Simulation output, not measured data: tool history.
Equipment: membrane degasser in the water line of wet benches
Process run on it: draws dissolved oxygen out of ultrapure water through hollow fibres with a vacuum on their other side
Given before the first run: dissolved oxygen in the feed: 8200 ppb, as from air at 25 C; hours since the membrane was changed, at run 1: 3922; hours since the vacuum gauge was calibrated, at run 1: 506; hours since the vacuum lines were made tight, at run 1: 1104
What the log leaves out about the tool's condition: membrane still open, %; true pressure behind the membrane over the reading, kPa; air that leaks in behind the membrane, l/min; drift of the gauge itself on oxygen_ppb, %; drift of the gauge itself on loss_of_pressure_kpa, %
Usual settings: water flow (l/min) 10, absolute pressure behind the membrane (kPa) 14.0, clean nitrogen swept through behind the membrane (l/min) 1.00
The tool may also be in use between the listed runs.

run	day	water flow (l/min)	absolute pressure behind the membrane (kPa)	clean nitrogen swept through behind the membrane (l/min)	hours since the membrane was changed	hours since the vacuum gauge was calibrated	hours since the vacuum lines were made tight	dissolved oxygen in the water behind the degasser (ppb)	pressure that the water loses in the fibres (kPa)
1	0.000	10	14.0	1.00	3922	506	1104	256.3	48.79
2	6.646	10	14.0	0.80	4082	666	1264	312.8	48.94
3	15.712	10	14.0	1.00	4300	883	1481	255.6	49.41
4	20.329	10	14.0	1.00	4410	994	1592	257.8	49.32
5	28.838	10	14.0	1.00	4614	1198	1796	257.3	48.55
6	37.471	10	14.0	1.00	4822	1406	2003	258.5	48.89
7	43.212	9	14.0	1.00	4960	1543	2141	234.6	44.16
8	51.954	9	14.0	1.00	5169	1753	2351	236.3	44.28
9	59.300	7	20.8	1.66	5346	1929	2527	185.5	34.33
10	63.804	7	21.5	0.70	5454	2038	2635	423.1	34.33
11	67.721	7	21.5	0.70	5548	2132	2730	424.8	34.60
# day 68.142: vacuum gauge calibrated
12	76.183	11	21.5	2.73	5750	193	2932	189.0	54.72
13	81.225	11	21.5	2.73	5871	314	3053	189.8	54.53
# day 85.346: vacuum gauge calibrated, once more
14	86.275	15	12.3	1.45	5992	22	3174	231.5	74.05
15	90.233	15	12.3	1.45	6087	117	3269	232.5	74.23
16	97.554	15	12.3	1.45	6263	293	3445	231.8	73.83

Here are 5 independent what-if runs from the current tool condition. What would each one return?
A	104.296	15	14.0	1.15	6424	455	3606	?	?
B	104.296	6	12.0	0.92	6424	455	3606	?	?
C	104.296	10	14.0	0.73	6424	455	3606	?	?
D	104.296	10	14.0	0.52	6424	455	3606	?	?
E	104.296	7	9.3	0.86	6424	455	3606	?	?

run	dissolved oxygen in the water behind the degasser (ppb)	pressure that the water loses in the fibres (kPa)
A	331.9	74.12
B	140.8	29.73
C	342.4	49.27
D	452.4	49.34
E	122.5	34.87
The same runs, with their run-to-run variation unchanged, on a tool lacking any hidden condition would have given:
run	dissolved oxygen in the water behind the degasser (ppb)	pressure that the water loses in the fibres (kPa)
A	327.4	71.93
B	138.1	28.85
C	338.4	47.81
D	448.1	47.88
E	120.2	33.85
